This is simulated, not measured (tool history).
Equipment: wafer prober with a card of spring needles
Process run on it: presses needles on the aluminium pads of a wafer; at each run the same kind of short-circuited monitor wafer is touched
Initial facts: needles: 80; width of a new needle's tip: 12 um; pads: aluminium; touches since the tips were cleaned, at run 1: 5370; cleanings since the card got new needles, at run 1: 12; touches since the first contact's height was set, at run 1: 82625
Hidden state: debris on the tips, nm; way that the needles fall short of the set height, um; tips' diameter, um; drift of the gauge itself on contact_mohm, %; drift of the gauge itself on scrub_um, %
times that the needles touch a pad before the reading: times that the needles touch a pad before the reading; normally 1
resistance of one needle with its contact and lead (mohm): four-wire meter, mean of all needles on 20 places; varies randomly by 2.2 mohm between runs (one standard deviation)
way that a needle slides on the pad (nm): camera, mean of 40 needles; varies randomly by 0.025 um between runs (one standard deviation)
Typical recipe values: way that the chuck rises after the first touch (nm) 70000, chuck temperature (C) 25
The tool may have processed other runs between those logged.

run   hour  way that the chuck rises after the first touch (nm)  chuck temperature (C)  times that the needles touch a pad before the reading  touches since the tips were cleaned  cleanings since the card got new needles  touches since the first contact's height was set  resistance of one needle with its contact and lead (mohm)  way that a needle slides on the pad (nm)
  1    0.0                                                70000                     25                                                      1                                 5370                                        12                                             82625                                                        330                                     11480
       2.6  -- tips cleaned on abrasive film
  2   21.8                                                70000                     25                                                      1                                 4692                                        13                                             87925                                                        318                                     11480
      28.1  -- tips cleaned on abrasive film
  3   50.6                                                70000                     25                                                      1                                 5488                                        14                                             94905                                                        331                                     11440
      53.1  -- tips cleaned on abrasive film
  4   72.0                                                70000                     25                                                      1                                 4613                                        15                                            100096                                                        317                                     11420
      77.2  -- tips cleaned on abrasive film
  5   98.6                                                56000                     25                                                      1                                 5223                                        16                                            106555                                                        357                                      9090
     100.8  -- tips cleaned on abrasive film
     123.9  -- tips cleaned on abrasive film
  6  138.7                                                56000                     25                                                      1                                 3593                                        18                                            116267                                                        345                                      9050
     148.5  -- tips cleaned on abrasive film
  7  160.7                                                56000                     25                                                      1                                 2990                                        19                                            121627                                                        335                                      9060
     172.1  -- tips cleaned on abrasive film
     175.6  -- height of the first contact set anew
     196.6  -- tips cleaned on abrasive film
  8  200.9                                                56000                     25                                                      1                                 1049                                        21                                              6135                                                        282                                      9350
     220.9  -- tips cleaned on abrasive film
  9  221.7                                                70000                     25                                                      1                                  181                                        22                                             11183                                                        252                                     11650
     244.6  -- tips cleaned on abrasive film
 10  259.8                                                70000                     25                                                      1                                 3722                                        23                                             20455                                                        317                                     11610
     268.6  -- tips cleaned on abrasive film
 11  290.0                                                70000                     25                                                      3                                 5220                                        24                                             27787                                                        269                                     11680
     292.6  -- tips cleaned on abrasive film
     317.3  -- tips cleaned on abrasive film
 12  329.1                                                70000                     25                                                      3                                 2879                                        26                                             37266                                                        261                                     11570
     340.6  -- tips cleaned on abrasive film
 13  361.8                                                59000                    106                                                      3                                 5169                                        27                                             45219                                                        298                                      9750
     365.4  -- tips cleaned on abrasive film
     389.2  -- tips cleaned on abrasive film
 14  401.0                                                59000                    106                                                      3                                 2855                                        29                                             54700                                                        292                                      9680
     413.9  -- tips cleaned on abrasive film
     438.9  -- tips cleaned on abrasive film
 15  438.9                                                64000                     71                                                      3                                    0                                        31                                             63897                                                        251                                     10520
     464.0  -- tips cleaned on abrasive film
 16  468.1                                                64000                     71                                                      2                                 1013                                        32                                             70997                                                        271                                     10520
     487.3  -- tips cleaned on abrasive film
 17  499.0                                                64000                     71                                                      2                                 2860                                        33                                             78494                                                        293                                     10500
     511.6  -- tips cleaned on abrasive film
     534.8  -- tips cleaned on abrasive film
 18  537.7                                                73000                     90                                                      1                                  695                                        35                                             87867                                                        275                                     11910
     558.7  -- tips cleaned on abrasive film
 19  560.6                                                66000                     90                                                      1                                  460                                        36                                             93423                                                        273                                     10750
     582.1  -- tips cleaned on abrasive film
 20  584.6                                                59000                     25                                                      1                                  591                                        37                                             99247                                                        268                                      9570
     605.5  -- tips cleaned on abrasive film
 21  608.6                                                59000                     25                                                      1                                  745                                        38                                            105085                                                        281                                      9570
     628.8  -- tips cleaned on abrasive film
 22  644.3                                                57000                     25                                                      2                                 3781                                        39                                            113762                                                        302                                      9230
     652.1  -- tips cleaned on abrasive film
     675.1  -- tips cleaned on abrasive film
 23  682.4                                                57000                     56                                                      1                                 1770                                        41                                            122988                                                        329                                      9220
     691.9  -- height of the first contact set anew
     699.7  -- tips cleaned on abrasive film
 24  704.9                                                57000                     56                                                      1                                 1252                                        42                                              3148                                                        305                                      9460

Alternative continuations, all from the tool just after run 24; predict every row:
     724.5  -- tips cleaned on abrasive film
  A  738.9                                                69000                     25                                                      2                                 3510                                        43                                             11426                                                          ?                                         ?
     724.5  -- tips cleaned on abrasive film
  B  738.9                                                79000                     27                                                      1                                 3510                                        43                                             11426                                                          ?                                         ?
     724.5  -- tips cleaned on abrasive film
  C  738.9                                                69000                     25                                                      2                                 3510                                        43                                             11426                                                          ?                                         ?

run  resistance of one needle with its contact and lead (mohm)  way that a needle slides on the pad (nm)
  A                                                        288                                     11500
  B                                                        299                                     13130
  C                                                        290                                     11530
With no hidden state in the tool, these same runs would have given:
run  resistance of one needle with its contact and lead (mohm)  way that a needle slides on the pad (nm)
  A                                                        242                                     11530
  B                                                        238                                     13150
  C                                                        245                                     11560

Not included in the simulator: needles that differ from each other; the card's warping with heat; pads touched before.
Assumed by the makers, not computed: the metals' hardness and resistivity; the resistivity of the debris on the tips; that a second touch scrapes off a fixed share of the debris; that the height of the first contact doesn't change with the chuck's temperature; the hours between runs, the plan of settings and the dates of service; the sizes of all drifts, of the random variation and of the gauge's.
